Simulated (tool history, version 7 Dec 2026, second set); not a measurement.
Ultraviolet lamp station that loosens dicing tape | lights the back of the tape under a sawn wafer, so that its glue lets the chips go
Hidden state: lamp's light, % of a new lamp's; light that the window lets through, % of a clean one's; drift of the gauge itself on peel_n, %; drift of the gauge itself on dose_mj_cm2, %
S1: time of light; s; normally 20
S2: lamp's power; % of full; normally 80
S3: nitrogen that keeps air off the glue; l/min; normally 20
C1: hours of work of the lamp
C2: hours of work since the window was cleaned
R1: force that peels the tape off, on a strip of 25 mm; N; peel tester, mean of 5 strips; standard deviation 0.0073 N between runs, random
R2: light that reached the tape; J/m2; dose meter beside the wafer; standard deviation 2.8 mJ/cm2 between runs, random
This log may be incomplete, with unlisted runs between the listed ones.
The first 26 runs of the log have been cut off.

Run 27, hour 931.4: usual settings but S1 12 s, S2 69 % of full, S3 25 l/min; C1 784; C2 168. Result: R1 1.45 N, R2 1660 J/m2.
Run 28, hour 954.6: usual settings but S1 15 s, S2 70 % of full, S3 6 l/min; C1 798; C2 182. Result: R1 1.545 N, R2 2050 J/m2.
Run 29, hour 978.9: usual settings but S1 31 s, S2 65 % of full, S3 6 l/min; C1 812; C2 196. Result: R1 0.415 N, R2 3930 J/m2.
Run 30, hour 1015.2: usual settings but S1 38 s, S2 77 % of full, S3 7 l/min; C1 834; C2 218. Result: R1 0.213 N, R2 5610 J/m2.
Run 31, hour 1040.2: usual settings but S1 38 s, S2 77 % of full, S3 7 l/min; C1 848; C2 233. Result: R1 0.215 N, R2 5650 J/m2.
Run 32, hour 1078.7: usual settings but S1 28 s, S2 81 % of full, S3 7 l/min; C1 871; C2 256. Result: R1 0.315 N, R2 4290 J/m2.
Run 33, hour 1118.3: usual settings but S1 12 s, S3 12 l/min; C1 895; C2 279. Result: R1 1.476 N, R2 1780 J/m2.
Run 34, hour 1146.7: usual settings but S1 26 s; C1 912; C2 296. Result: R1 0.262 N, R2 3900 J/m2.
Run 35, hour 1179: usual settings but S1 22 s, S2 88 % of full; C1 931; C2 315. Result: R1 0.31 N, R2 3660 J/m2.
Run 36, hour 1212.7: usual settings but S1 28 s, S2 95 % of full, S3 17 l/min; C1 951; C2 335. Result: R1 0.194 N, R2 5000 J/m2.

What if the next run were any one of these 3? Each begins from the tool's condition after run 36:
Run A, hour 1262.9: usual settings but S1 29 s, S2 100 % of full, S3 7 l/min; C1 981; C2 365. Result: R1 ?, R2 ?.
Run B, hour 1262.9: usual settings but S1 14 s; C1 981; C2 365. Result: R1 ?, R2 ?.
Run C, hour 1262.9: usual settings but S3 13 l/min; C1 981; C2 365. Result: R1 ?, R2 ?.

run     R1    R2
  A  0.236  5310
  B  1.007  2040
  C  0.541  2920
The same runs, with their run-to-run variation unchanged, on a tool lacking any hidden condition would have given:
run     R1    R2
  A  0.188  6900
  B  0.577  2660
  C  0.307  3800

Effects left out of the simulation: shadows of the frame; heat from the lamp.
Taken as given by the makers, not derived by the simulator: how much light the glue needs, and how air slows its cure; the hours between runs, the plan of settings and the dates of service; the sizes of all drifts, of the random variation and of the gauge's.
